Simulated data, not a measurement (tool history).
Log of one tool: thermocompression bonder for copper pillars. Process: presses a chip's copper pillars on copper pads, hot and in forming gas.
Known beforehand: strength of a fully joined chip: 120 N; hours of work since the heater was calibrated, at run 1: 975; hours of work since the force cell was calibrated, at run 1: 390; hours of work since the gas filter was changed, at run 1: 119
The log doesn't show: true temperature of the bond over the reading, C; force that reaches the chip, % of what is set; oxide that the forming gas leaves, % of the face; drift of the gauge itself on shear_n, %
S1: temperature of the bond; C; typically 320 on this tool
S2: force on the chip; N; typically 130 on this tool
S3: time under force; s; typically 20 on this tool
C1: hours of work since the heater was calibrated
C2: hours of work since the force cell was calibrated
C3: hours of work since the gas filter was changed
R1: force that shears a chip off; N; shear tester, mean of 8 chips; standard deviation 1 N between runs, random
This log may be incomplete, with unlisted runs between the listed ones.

Run 1, hour 0.0: usual settings; C1 975; C2 390; C3 119. Result: R1 79.9 N.
Run 2, hour 25.2: usual settings but S3 11 s; C1 987; C2 401; C3 131. Result: R1 68.4 N.
Run 3, hour 43.2: usual settings; C1 995; C2 410; C3 140. Result: R1 81.0 N.
Run 4, hour 59.0: usual settings; C1 1002; C2 417; C3 147. Result: R1 78.0 N.
Run 5, hour 87.0: usual settings; C1 1016; C2 430; C3 160. Result: R1 79.3 N.
Run 6, hour 107.9: usual settings but S1 337 C, S2 120 N, S3 11 s; C1 1025; C2 440; C3 170. Result: R1 73.8 N.
Run 7, hour 133.7: usual settings but S1 324 C, S2 167 N, S3 13 s; C1 1037; C2 452; C3 182. Result: R1 78.3 N.
Run 8, hour 159.7: usual settings but S1 324 C, S2 167 N, S3 13 s; C1 1049; C2 464; C3 194. Result: R1 76.6 N.

Forecast run 9:
Run 9, hour 185.0: usual settings but S1 324 C, S2 167 N, S3 13 s; C1 1061; C2 476; C3 206. Result: R1 ?.

For run 9 the tool returned R1 76.7 N.
Take away the tool's hidden state, keep the run-to-run variation as it was, and the same run would have given R1 86.8 N.
